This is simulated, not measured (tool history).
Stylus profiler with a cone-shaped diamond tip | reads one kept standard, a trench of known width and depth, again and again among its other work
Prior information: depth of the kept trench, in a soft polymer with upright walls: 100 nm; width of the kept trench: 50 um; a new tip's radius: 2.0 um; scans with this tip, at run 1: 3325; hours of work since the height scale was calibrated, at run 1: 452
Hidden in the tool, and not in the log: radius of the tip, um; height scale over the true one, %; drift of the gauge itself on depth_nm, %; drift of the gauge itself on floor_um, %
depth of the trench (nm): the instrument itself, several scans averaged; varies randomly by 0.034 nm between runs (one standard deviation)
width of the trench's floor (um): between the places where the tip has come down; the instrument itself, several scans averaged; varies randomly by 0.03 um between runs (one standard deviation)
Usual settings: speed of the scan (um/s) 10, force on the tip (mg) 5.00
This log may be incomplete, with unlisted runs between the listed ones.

run,day,speed of the scan (um/s),force on the tip (mg),scans with this tip,hours of work since the height scale was calibrated,depth of the trench (nm),width of the trench's floor (um)
1,0.000,10,5.00,3325,452,101.31,48.69
2,1.333,10,5.00,3459,470,101.30,48.70
3,2.629,10,5.00,3590,488,101.33,48.73
4,3.650,10,5.00,3693,502,101.35,48.76
5,4.642,10,5.00,3793,515,101.34,48.69
6,5.250,10,5.00,3854,524,101.26,48.71
7,6.546,10,5.00,3985,542,101.29,48.72
8,7.438,10,5.00,4075,554,101.39,48.74
9,8.071,10,5.00,4139,562,101.31,48.71
10,9.138,10,5.00,4246,577,101.29,48.67
11,10.433,10,5.00,4377,595,101.31,48.73
12,11.317,10,5.00,4466,607,101.34,48.70
13,12.225,10,5.00,4558,619,101.33,48.69
14,13.229,10,5.00,4659,633,101.33,48.70
15,13.975,10,5.00,4735,643,101.30,48.70
16,15.079,10,9.20,4846,658,101.99,48.76
17,15.771,18,5.00,4915,668,101.28,48.70
18,16.571,18,5.00,4996,679,101.30,48.66
19,17.579,10,2.14,5098,693,100.73,48.66
20,18.508,10,2.14,5192,705,100.75,48.70
21,19.521,10,2.14,5294,719,100.71,48.70
22,20.392,10,2.14,5382,731,100.73,48.70
23,21.100,30,5.00,5453,741,101.28,48.65
24,22.350,30,5.00,5579,758,101.30,48.60
25,22.971,3,3.51,5642,767,101.02,48.75
26,23.658,10,3.66,5711,776,101.05,48.71
27,24.842,16,7.15,5830,792,101.64,48.70
28,26.138,16,7.15,5961,810,101.63,48.72
29,27.162,23,7.58,6065,824,101.71,48.69
30,28.054,23,7.58,6155,836,101.74,48.73
31,29.104,13,1.98,6261,851,100.70,48.70
32,30.225,13,12.19,6374,866,102.34,48.68
33,31.421,9,3.74,6494,882,101.06,48.69
34,32.442,8,3.74,6597,896,101.06,48.72
35,33.629,5,3.48,6717,913,100.99,48.69
36,34.512,34,1.73,6806,925,100.62,48.53
37,35.575,10,2.47,6913,939,100.82,48.65
38,36.683,6,3.44,7025,955,101.04,48.73
39,37.312,3,2.51,7089,963,100.84,48.71
40,38.067,11,6.70,7165,974,101.58,48.74
41,39.079,11,6.70,7267,987,101.53,48.70
42,40.029,20,4.86,7363,1000,101.28,48.63
43,41.075,6,8.96,7468,1015,101.96,48.71
44,41.925,35,2.35,7554,1026,100.80,48.55
45,43.262,3,6.06,7689,1045,101.48,48.69
46,44.129,34,3.57,7776,1057,101.06,48.59
47,45.150,34,3.57,7879,1071,101.05,48.60

What if the next run were any one of these 4? Each begins from the tool's condition after run 47:
A,46.133,10,4.20,7978,1084,?,?
B,46.133,7,4.93,7978,1084,?,?
C,46.133,3,5.00,7978,1084,?,?
D,46.133,17,4.08,7978,1084,?,?

run,depth of the trench (nm),width of the trench's floor (um)
A,101.20,48.70
B,101.28,48.74
C,101.39,48.76
D,101.16,48.69
Had the tool no hidden state, the same runs would have come out as:
run,depth of the trench (nm),width of the trench's floor (um)
A,101.20,48.71
B,101.28,48.75
C,101.40,48.77
D,101.17,48.70

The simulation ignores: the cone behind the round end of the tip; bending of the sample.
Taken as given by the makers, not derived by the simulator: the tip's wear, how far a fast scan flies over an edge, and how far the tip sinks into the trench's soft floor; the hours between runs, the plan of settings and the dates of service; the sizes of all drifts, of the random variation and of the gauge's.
